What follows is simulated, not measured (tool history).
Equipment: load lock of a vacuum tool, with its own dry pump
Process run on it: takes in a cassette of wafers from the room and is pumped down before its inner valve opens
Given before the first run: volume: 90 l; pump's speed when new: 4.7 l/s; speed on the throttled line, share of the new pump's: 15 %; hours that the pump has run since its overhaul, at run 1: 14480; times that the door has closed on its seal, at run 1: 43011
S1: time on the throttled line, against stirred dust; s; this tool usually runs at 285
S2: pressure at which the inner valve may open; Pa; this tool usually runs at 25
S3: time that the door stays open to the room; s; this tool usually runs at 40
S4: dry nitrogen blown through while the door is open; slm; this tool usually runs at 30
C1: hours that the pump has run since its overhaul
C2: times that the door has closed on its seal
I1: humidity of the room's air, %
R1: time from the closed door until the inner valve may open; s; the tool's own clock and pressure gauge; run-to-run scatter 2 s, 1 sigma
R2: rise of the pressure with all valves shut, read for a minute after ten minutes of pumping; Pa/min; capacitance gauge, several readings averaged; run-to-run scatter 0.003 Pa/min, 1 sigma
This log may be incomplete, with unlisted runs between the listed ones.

run	day	S1	S2	S3	S4	C1	C2	I1	R1	R2
1	0	285	25	40	30	14480	43011	45.1	426.2	0.428
2	8.154	303	25	40	30	14676	43394	46.4	440.5	0.44
3	17.621	285	25	40	30	14903	43840	45.3	425.6	0.452
4	27.029	285	25	40	30	15129	44283	46.3	425	0.448
5	33.588	285	25	40	30	15286	44592	47.9	427.1	0.458
# day 38.238: door's seal changed, seat wiped
6	43.742	285	25	140	30	15528	259	46.2	428.7	0.045
7	55.888	285	25	40	30	15820	830	48.5	426.6	0.027
8	66.021	285	21	40	30	16063	1307	46.3	432	0.031
9	74.346	285	25	40	30	16263	1699	43.5	424.8	0.03
10	88.662	285	25	40	30	16606	2373	44.2	429.4	0.031
11	98.35	285	21	40	7	16839	2829	42.7	437.6	0.044
12	110.767	285	49	168	11	17137	3414	46.8	411.2	0.088
13	124.658	230	25	40	15	17470	4067	48.4	385.6	0.048
14	135.788	238	18	82	10	17737	4591	44.6	401.2	0.071
15	148.412	153	26	143	10	18041	5186	45.1	322.6	0.089
16	157.942	319	25	40	30	18269	5634	46.6	458.3	0.047
17	166.033	319	25	40	30	18463	6015	49	461.7	0.049
18	181.467	214	25	171	30	18834	6742	45.3	373.5	0.076
19	193.05	285	43	184	10	19112	7287	44.1	420.2	0.109
20	200.429	285	25	156	30	19289	7634	40.1	433.9	0.07

For some of the steps in R1 from one run to the next: how much would appear even if the tool had no hidden state, given the settings, what came in and random variation, and how much remains for the hidden state plus any gauge scatter that the measured result and the result without hidden state don't share?
Hidden conditions of the tool in this case: pump's speed, % of a new pump's; leak at the door's seal, Pa l/s; drift of the gauge itself on ready_s, %; drift of the gauge itself on rise_pa_min, %.
Run 12 -> 13: S1 285 -> 230, S2 49 -> 25, S3 168 -> 40, S4 11 -> 15. R1 -25.6 s: hidden state +5.3, all else -30.9.
Run 15 -> 16: S1 153 -> 319, S2 26 -> 25, S3 143 -> 40, S4 10 -> 30. R1 +135.7 s: hidden state -5.2, all else +140.9.
Run 17 -> 18: S1 319 -> 214, S3 40 -> 171. R1 -88.2 s: hidden state +4.3, all else -92.5.
